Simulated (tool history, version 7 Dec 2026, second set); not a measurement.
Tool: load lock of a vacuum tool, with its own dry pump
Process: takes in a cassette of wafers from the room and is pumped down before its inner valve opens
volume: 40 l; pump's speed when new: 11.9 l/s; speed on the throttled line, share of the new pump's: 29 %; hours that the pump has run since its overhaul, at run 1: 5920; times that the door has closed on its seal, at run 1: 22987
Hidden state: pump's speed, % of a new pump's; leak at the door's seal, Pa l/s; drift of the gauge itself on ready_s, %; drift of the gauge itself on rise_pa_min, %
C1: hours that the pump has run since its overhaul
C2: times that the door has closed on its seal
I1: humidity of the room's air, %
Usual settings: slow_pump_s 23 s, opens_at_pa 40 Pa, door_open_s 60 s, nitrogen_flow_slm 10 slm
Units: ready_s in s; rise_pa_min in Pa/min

{"run": 1, "hour": 0.0, "slow_pump_s": 23, "opens_at_pa": 40, "door_open_s": 60, "nitrogen_flow_slm": 10, "C1": 5920, "C2": 22987, "I1": 43, "ready_s": 43.7, "rise_pa_min": 0.171}
{"run": 2, "hour": 131.8, "slow_pump_s": 23, "opens_at_pa": 40, "door_open_s": 60, "nitrogen_flow_slm": 10, "C1": 6052, "C2": 23324, "I1": 48.3, "ready_s": 43.6, "rise_pa_min": 0.19}
{"run": 3, "hour": 234.0, "slow_pump_s": 23, "opens_at_pa": 40, "door_open_s": 60, "nitrogen_flow_slm": 10, "C1": 6154, "C2": 23585, "I1": 47.6, "ready_s": 43.4, "rise_pa_min": 0.18}
{"run": 4, "hour": 400.7, "slow_pump_s": 23, "opens_at_pa": 40, "door_open_s": 60, "nitrogen_flow_slm": 10, "C1": 6321, "C2": 24012, "I1": 45.6, "ready_s": 43.3, "rise_pa_min": 0.186}
{"run": 5, "hour": 514.9, "slow_pump_s": 23, "opens_at_pa": 40, "door_open_s": 60, "nitrogen_flow_slm": 10, "C1": 6435, "C2": 24304, "I1": 46, "ready_s": 43.5, "rise_pa_min": 0.181}
{"run": 6, "hour": 688.8, "slow_pump_s": 23, "opens_at_pa": 40, "door_open_s": 60, "nitrogen_flow_slm": 10, "C1": 6609, "C2": 24749, "I1": 46.9, "ready_s": 43.7, "rise_pa_min": 0.193}
{"run": 7, "hour": 845.6, "slow_pump_s": 23, "opens_at_pa": 46, "door_open_s": 60, "nitrogen_flow_slm": 10, "C1": 6766, "C2": 25150, "I1": 46, "ready_s": 43.1, "rise_pa_min": 0.191}
{"run": 8, "hour": 997.0, "slow_pump_s": 23, "opens_at_pa": 40, "door_open_s": 60, "nitrogen_flow_slm": 41, "C1": 6917, "C2": 25537, "I1": 45.1, "ready_s": 43.6, "rise_pa_min": 0.169}
{"run": 9, "hour": 1173.5, "slow_pump_s": 23, "opens_at_pa": 35, "door_open_s": 60, "nitrogen_flow_slm": 10, "C1": 7094, "C2": 25989, "I1": 46.8, "ready_s": 44.1, "rise_pa_min": 0.204}
{"run": 10, "hour": 1311.9, "slow_pump_s": 23, "opens_at_pa": 40, "door_open_s": 60, "nitrogen_flow_slm": 7, "C1": 7232, "C2": 26342, "I1": 43.6, "ready_s": 43.6, "rise_pa_min": 0.21}
{"run": 11, "hour": 1499.2, "slow_pump_s": 23, "opens_at_pa": 40, "door_open_s": 60, "nitrogen_flow_slm": 7, "C1": 7419, "C2": 26821, "I1": 43.1, "ready_s": 43.6, "rise_pa_min": 0.208}
{"run": 12, "hour": 1679.0, "slow_pump_s": 28, "opens_at_pa": 40, "door_open_s": 60, "nitrogen_flow_slm": 7, "C1": 7599, "C2": 27281, "I1": 43.7, "ready_s": 47.3, "rise_pa_min": 0.219}
{"run": 13, "hour": 1811.0, "slow_pump_s": 24, "opens_at_pa": 40, "door_open_s": 79, "nitrogen_flow_slm": 28, "C1": 7731, "C2": 27619, "I1": 43.5, "ready_s": 44.6, "rise_pa_min": 0.2}
{"run": 14, "hour": 2036.4, "slow_pump_s": 24, "opens_at_pa": 59, "door_open_s": 194, "nitrogen_flow_slm": 42, "C1": 7957, "C2": 28195, "I1": 43.8, "ready_s": 42.9, "rise_pa_min": 0.209}
{"run": 15, "hour": 2130.7, "slow_pump_s": 24, "opens_at_pa": 59, "door_open_s": 194, "nitrogen_flow_slm": 42, "C1": 8051, "C2": 28437, "I1": 42, "ready_s": 42.9, "rise_pa_min": 0.208}
{"run": 16, "hour": 2336.3, "slow_pump_s": 23, "opens_at_pa": 60, "door_open_s": 60, "nitrogen_flow_slm": 10, "C1": 8256, "C2": 28963, "I1": 41.1, "ready_s": 42.3, "rise_pa_min": 0.23}
{"run": 17, "hour": 2464.9, "slow_pump_s": 23, "opens_at_pa": 60, "door_open_s": 60, "nitrogen_flow_slm": 10, "C1": 8385, "C2": 29292, "I1": 46, "ready_s": 42.2, "rise_pa_min": 0.232}
{"run": 18, "hour": 2579.5, "slow_pump_s": 30, "opens_at_pa": 70, "door_open_s": 126, "nitrogen_flow_slm": 11, "C1": 8500, "C2": 29585, "I1": 43.2, "ready_s": 46.6, "rise_pa_min": 0.249}
{"run": 19, "hour": 2698.6, "slow_pump_s": 40, "opens_at_pa": 55, "door_open_s": 100, "nitrogen_flow_slm": 11, "C1": 8619, "C2": 29889, "I1": 48.1, "ready_s": 54.6, "rise_pa_min": 0.253}

3 ways to go on from here, each from the tool as it stands after run 19. What would each give?
{"run": "A", "hour": 2826.5, "slow_pump_s": 23, "opens_at_pa": 37, "door_open_s": 135, "nitrogen_flow_slm": 31, "C1": 8747, "C2": 30216, "I1": 47.8, "ready_s": "?", "rise_pa_min": "?"}
{"run": "B", "hour": 2826.5, "slow_pump_s": 40, "opens_at_pa": 55, "door_open_s": 100, "nitrogen_flow_slm": 21, "C1": 8747, "C2": 30216, "I1": 47.6, "ready_s": "?", "rise_pa_min": "?"}
{"run": "C", "hour": 2826.5, "slow_pump_s": 23, "opens_at_pa": 40, "door_open_s": 60, "nitrogen_flow_slm": 7, "C1": 8747, "C2": 30216, "I1": 43.1, "ready_s": "?", "rise_pa_min": "?"}

run=A ready_s=44.1 rise_pa_min=0.235
run=B ready_s=54.7 rise_pa_min=0.24
run=C ready_s=43.6 rise_pa_min=0.243
Without the tool's hidden state the same runs would have given:
run=A ready_s=43.2 rise_pa_min=0.041
run=B ready_s=54 rise_pa_min=0.047
run=C ready_s=42.6 rise_pa_min=0.053
